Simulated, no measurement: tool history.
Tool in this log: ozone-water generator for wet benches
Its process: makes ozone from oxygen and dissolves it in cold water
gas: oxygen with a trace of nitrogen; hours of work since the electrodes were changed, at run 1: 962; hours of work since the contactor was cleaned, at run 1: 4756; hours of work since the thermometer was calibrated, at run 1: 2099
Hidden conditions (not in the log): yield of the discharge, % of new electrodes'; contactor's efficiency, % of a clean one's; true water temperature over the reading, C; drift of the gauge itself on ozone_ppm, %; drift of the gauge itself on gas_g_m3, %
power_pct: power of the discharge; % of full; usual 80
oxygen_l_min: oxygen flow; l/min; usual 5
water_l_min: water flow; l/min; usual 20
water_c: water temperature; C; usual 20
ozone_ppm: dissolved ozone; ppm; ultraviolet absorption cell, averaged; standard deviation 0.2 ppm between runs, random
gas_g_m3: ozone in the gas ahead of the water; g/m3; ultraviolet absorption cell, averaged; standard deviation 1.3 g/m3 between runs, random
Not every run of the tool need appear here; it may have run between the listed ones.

run	hour	power_pct	oxygen_l_min	water_l_min	water_c	hours of work since the electrodes were changed	hours of work since the contactor was cleaned	hours of work since the thermometer was calibrated	ozone_ppm	gas_g_m3
1	0	80	5	20	20	962	4756	2099	27.4	242.3
2	90	80	5	20	20	1040	4834	2177	27	243.1
3	178.1	80	5	20	20	1116	4910	2253	27.2	239.9
4	235.6	80	5	20	20	1165	4959	2302	27.5	243.2
5	336.4	80	5	20	20	1252	5046	2389	27	238.2
6	406.4	80	5	20	20	1312	5106	2449	27.2	239
7	458.4	80	5	20	20	1357	5151	2494	27	238
8	559	80	5	20	27	1444	5238	2581	24.5	239.2
9	634.1	80	5	20	27	1509	5303	2646	23.8	238.5
10	704.2	80	5	20	27	1569	5363	2706	24.2	237.7
11	813.1	80	5	20	27	1663	5457	2800	23.9	240.3
12	923.8	80	5	20	27	1758	5552	2895	24	236.3
13	1022.9	80	5	20	20	1844	5638	2981	27.1	235.9
14	1142.9	80	5	20	20	1947	5741	3084	26.7	237.6
15	1246.6	80	5	20	20	2037	5830	3173	26.4	236.8
16	1344	80	5	20	20	2121	5914	3257	26.7	234.5
# hour 1415.2: contactor cleaned
17	1415.7	61	8.69	20	20	2179	0	3316	22.5	156.9
18	1480.4	80	5	20	12	2235	56	3371	28.5	234.5
19	1533.3	58	5.89	20	26	2280	102	3417	19.1	175.6
20	1631.7	58	5.18	20	26	2365	187	3502	18.6	182.4
21	1717	56	3.42	23	22	2439	260	3575	15.8	208.1
22	1790.5	52	3.42	31	22	2502	323	3639	11.3	199.6
23	1892.8	79	5	21	19	2590	412	3727	24.6	230.2
# hour 1902.4: contactor cleaned, once more
24	2013.3	79	5	21	19	2690	96	3827	25.9	229.7
25	2090.3	79	5	21	19	2757	162	3894	25.8	229.5
26	2169.2	80	5	22	20	2825	230	3962	25.4	231.9
27	2241.2	69	8.64	13	21	2887	292	4024	31.1	170.2
28	2320.4	80	5	12	20	2955	360	4092	37.2	230.7
29	2387.4	77	5	12	21	3013	418	4150	35	223.1
30	2438.3	77	5	12	21	3057	462	4194	35.6	223.6
31	2517	77	5	12	21	3125	530	4261	34.9	223.4
# hour 2577.5: water thermometer calibrated
32	2621.6	77	3.6	24	21	3214	619	38	20.4	251.4

Predict each of these 4 candidate next runs independently; none follows another, all start after run 32:
A	2733.3	94	3.6	24	21	3311	716	134	?	?
B	2733.3	96	7.86	24	21	3311	716	134	?	?
C	2733.3	80	5.53	13	12	3311	716	134	?	?
D	2733.3	95	3.6	24	13	3311	716	134	?	?

run	ozone_ppm	gas_g_m3
A	23.5	288
B	27.5	223.6
C	41.1	219.4
D	25.1	294.6
Without the tool's hidden state the same runs would have given:
run	ozone_ppm	gas_g_m3
A	25.8	314.7
B	30.3	244.5
C	44.7	237.6
D	27.6	321.9
